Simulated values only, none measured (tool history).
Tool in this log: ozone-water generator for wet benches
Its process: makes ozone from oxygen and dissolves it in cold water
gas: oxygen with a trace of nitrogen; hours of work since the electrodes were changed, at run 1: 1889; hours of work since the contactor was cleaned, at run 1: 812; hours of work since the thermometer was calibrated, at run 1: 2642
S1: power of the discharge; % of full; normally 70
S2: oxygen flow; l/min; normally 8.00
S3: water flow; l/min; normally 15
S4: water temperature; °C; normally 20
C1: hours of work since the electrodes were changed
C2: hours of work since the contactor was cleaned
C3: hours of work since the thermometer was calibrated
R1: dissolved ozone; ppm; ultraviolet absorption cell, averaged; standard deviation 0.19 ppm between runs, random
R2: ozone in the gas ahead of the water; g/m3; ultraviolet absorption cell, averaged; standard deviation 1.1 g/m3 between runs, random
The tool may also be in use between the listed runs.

run 1 hour=0.0 | S1=70 S2=8.00 S3=15 S4=20 | C1=1889 C2=812 C3=2642 | R1=25.4 R2=191.4
run 2 hour=63.0 | S1=70 S2=8.00 S3=15 S4=20 | C1=1947 C2=870 C3=2700 | R1=25.3 R2=190.7
run 3 hour=127.4 | S1=70 S2=8.00 S3=15 S4=20 | C1=2006 C2=929 C3=2759 | R1=25.3 R2=190.6
run 4 hour=193.5 | S1=70 S2=8.00 S3=15 S4=20 | C1=2067 C2=990 C3=2820 | R1=25.2 R2=190.2
run 5 hour=260.8 | S1=70 S2=8.00 S3=15 S4=20 | C1=2129 C2=1052 C3=2882 | R1=25.2 R2=188.5
run 6 hour=328.8 | S1=70 S2=8.00 S3=15 S4=20 | C1=2191 C2=1115 C3=2945 | R1=25.0 R2=188.7
run 7 hour=381.0 | S1=70 S2=4.12 S3=15 S4=20 | C1=2239 C2=1163 C3=2993 | R1=26.2 R2=262.5
run 8 hour=433.1 | S1=70 S2=4.12 S3=15 S4=20 | C1=2287 C2=1211 C3=3041 | R1=26.2 R2=262.3
run 9 hour=470.1 | S1=70 S2=8.00 S3=15 S4=21 | C1=2321 C2=1245 C3=3075 | R1=25.0 R2=188.2
run 10 hour=504.1 | S1=70 S2=8.00 S3=15 S4=21 | C1=2353 C2=1276 C3=3106 | R1=25.0 R2=189.1
-- hour=513.6 contactor cleaned
run 11 hour=555.4 | S1=70 S2=8.00 S3=15 S4=20 | C1=2396 C2=38 C3=3149 | R1=24.9 R2=187.9
run 12 hour=621.6 | S1=70 S2=8.00 S3=15 S4=20 | C1=2457 C2=99 C3=3210 | R1=24.5 R2=185.0
run 13 hour=661.1 | S1=70 S2=8.00 S3=15 S4=20 | C1=2494 C2=136 C3=3247 | R1=24.7 R2=187.3
run 14 hour=691.7 | S1=60 S2=8.00 S3=15 S4=20 | C1=2522 C2=164 C3=3275 | R1=22.8 R2=173.6
-- hour=700.8 contactor cleaned, once more
run 15 hour=729.8 | S1=70 S2=8.00 S3=15 S4=20 | C1=2553 C2=27 C3=3306 | R1=25.1 R2=187.9
run 16 hour=799.1 | S1=70 S2=8.00 S3=15 S4=20 | C1=2617 C2=90 C3=3370 | R1=24.7 R2=185.0
run 17 hour=857.7 | S1=87 S2=8.00 S3=13 S4=20 | C1=2671 C2=144 C3=3424 | R1=29.6 R2=210.5
run 18 hour=922.3 | S1=70 S2=9.95 S3=15 S4=21 | C1=2730 C2=204 C3=3483 | R1=23.4 R2=167.6
run 19 hour=979.4 | S1=86 S2=4.68 S3=21 S4=15 | C1=2783 C2=256 C3=3536 | R1=24.6 R2=272.1
run 20 hour=1042.4 | S1=70 S2=13.64 S3=12 S4=15 | C1=2841 C2=314 C3=3594 | R1=27.5 R2=142.4
run 21 hour=1098.9 | S1=82 S2=8.00 S3=13 S4=20 | C1=2893 C2=366 C3=3646 | R1=29.1 R2=201.9
run 22 hour=1142.5 | S1=53 S2=8.00 S3=13 S4=20 | C1=2933 C2=406 C3=3686 | R1=22.5 R2=158.7
run 23 hour=1211.0 | S1=80 S2=7.28 S3=20 S4=21 | C1=2996 C2=469 C3=3749 | R1=21.9 R2=208.3
run 24 hour=1244.3 | S1=70 S2=8.92 S3=21 S4=20 | C1=3026 C2=500 C3=3780 | R1=20.3 R2=174.0
run 25 hour=1293.6 | S1=70 S2=10.09 S3=15 S4=12 | C1=3072 C2=545 C3=3825 | R1=28.1 R2=165.1
run 26 hour=1350.7 | S1=70 S2=8.00 S3=22 S4=14 | C1=3124 C2=598 C3=3877 | R1=21.9 R2=183.0
run 27 hour=1381.7 | S1=48 S2=8.00 S3=22 S4=24 | C1=3153 C2=626 C3=3906 | R1=14.8 R2=151.1
run 28 hour=1445.3 | S1=46 S2=8.00 S3=22 S4=24 | C1=3211 C2=685 C3=3965 | R1=14.6 R2=147.7
run 29 hour=1507.5 | S1=65 S2=6.40 S3=15 S4=20 | C1=3269 C2=742 C3=4022 | R1=24.1 R2=198.5
run 30 hour=1570.1 | S1=65 S2=6.40 S3=15 S4=20 | C1=3326 C2=800 C3=4079 | R1=23.8 R2=199.0

Predict the results of run 31:
run 31 hour=1601.0 | S1=81 S2=8.57 S3=11 S4=16 | C1=3355 C2=828 C3=4108 | R1=? R2=?

R1: 32.9 ppm
R2: 191.0 g/m3
The same run, on a tool lacking any hidden state, would have yielded R1 36.9 ppm, R2 210.5 g/m3.
